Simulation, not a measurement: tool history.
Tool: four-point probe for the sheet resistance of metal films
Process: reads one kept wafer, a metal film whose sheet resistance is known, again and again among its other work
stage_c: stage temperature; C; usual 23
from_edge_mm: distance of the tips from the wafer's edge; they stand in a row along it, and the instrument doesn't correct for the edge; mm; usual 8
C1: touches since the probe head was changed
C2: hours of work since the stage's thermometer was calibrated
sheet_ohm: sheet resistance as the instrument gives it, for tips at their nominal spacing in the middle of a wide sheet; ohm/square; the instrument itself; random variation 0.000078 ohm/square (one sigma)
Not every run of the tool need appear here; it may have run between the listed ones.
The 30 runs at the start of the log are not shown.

Run 31, hour 1560.7: usual settings but stage_c 20 C, from_edge_mm 47 mm; C1 43397; C2 879. Result: sheet_ohm 0.392421 ohm/square.
Run 32, hour 1614.5: usual settings but stage_c 31 C, from_edge_mm 34 mm; C1 43975; C2 903. Result: sheet_ohm 0.391603 ohm/square.
Run 33, hour 1677.9: usual settings but from_edge_mm 39 mm; C1 44657; C2 931. Result: sheet_ohm 0.392261 ohm/square.
Run 34, hour 1723.5: usual settings but stage_c 26 C, from_edge_mm 3 mm; C1 45147; C2 952. Result: sheet_ohm 0.413967 ohm/square.
Run 35, hour 1776.0: usual settings but stage_c 26 C, from_edge_mm 16 mm; C1 45712; C2 975. Result: sheet_ohm 0.392896 ohm/square.
Run 36, hour 1839.6: usual settings but stage_c 27 C, from_edge_mm 6 mm; C1 46396; C2 1003. Result: sheet_ohm 0.397729 ohm/square.
Run 37, hour 1877.5: usual settings but stage_c 27 C, from_edge_mm 6 mm; C1 46803; C2 1020. Result: sheet_ohm 0.397816 ohm/square.
Run 38, hour 1947.7: usual settings but stage_c 27 C, from_edge_mm 9 mm; C1 47558; C2 1051. Result: sheet_ohm 0.394507 ohm/square.
Run 39, hour 1981.9: usual settings but stage_c 27 C, from_edge_mm 9 mm; C1 47926; C2 1067. Result: sheet_ohm 0.394694 ohm/square.
Run 40, hour 2027.4: usual settings but stage_c 27 C, from_edge_mm 9 mm; C1 48415; C2 1087. Result: sheet_ohm 0.394489 ohm/square.
Run 41, hour 2074.4: usual settings but stage_c 31 C; C1 48920; C2 1108. Result: sheet_ohm 0.394844 ohm/square.
Run 42, hour 2131.0: usual settings but stage_c 31 C, from_edge_mm 73 mm; C1 49529; C2 1133. Result: sheet_ohm 0.391851 ohm/square.
Run 43, hour 2170.5: usual settings but stage_c 31 C, from_edge_mm 73 mm; C1 49954; C2 1150. Result: sheet_ohm 0.391793 ohm/square.
Run 44, hour 2225.8: usual settings but stage_c 33 C; C1 50548; C2 1175. Result: sheet_ohm 0.394875 ohm/square.

Alternative continuations, all from the tool just after run 44; predict every row:
Run A, hour 2297.8: usual settings but stage_c 33 C, from_edge_mm 5 mm; C1 51323; C2 1207. Result: sheet_ohm ?.
Run B, hour 2297.8: usual settings but stage_c 19 C, from_edge_mm 58 mm; C1 51323; C2 1207. Result: sheet_ohm ?.
Run C, hour 2297.8: usual settings but from_edge_mm 21 mm; C1 51323; C2 1207. Result: sheet_ohm ?.
Run D, hour 2297.8: usual settings but stage_c 29 C, from_edge_mm 21 mm; C1 51323; C2 1207. Result: sheet_ohm ?.

run  sheet_ohm
  A   0.399928
  B   0.392780
  C   0.393137
  D   0.392427
Stripped of hidden state, with their random variation kept, the same runs would have yielded:
run  sheet_ohm
  A   0.396602
  B   0.389516
  C   0.389868
  D   0.389160

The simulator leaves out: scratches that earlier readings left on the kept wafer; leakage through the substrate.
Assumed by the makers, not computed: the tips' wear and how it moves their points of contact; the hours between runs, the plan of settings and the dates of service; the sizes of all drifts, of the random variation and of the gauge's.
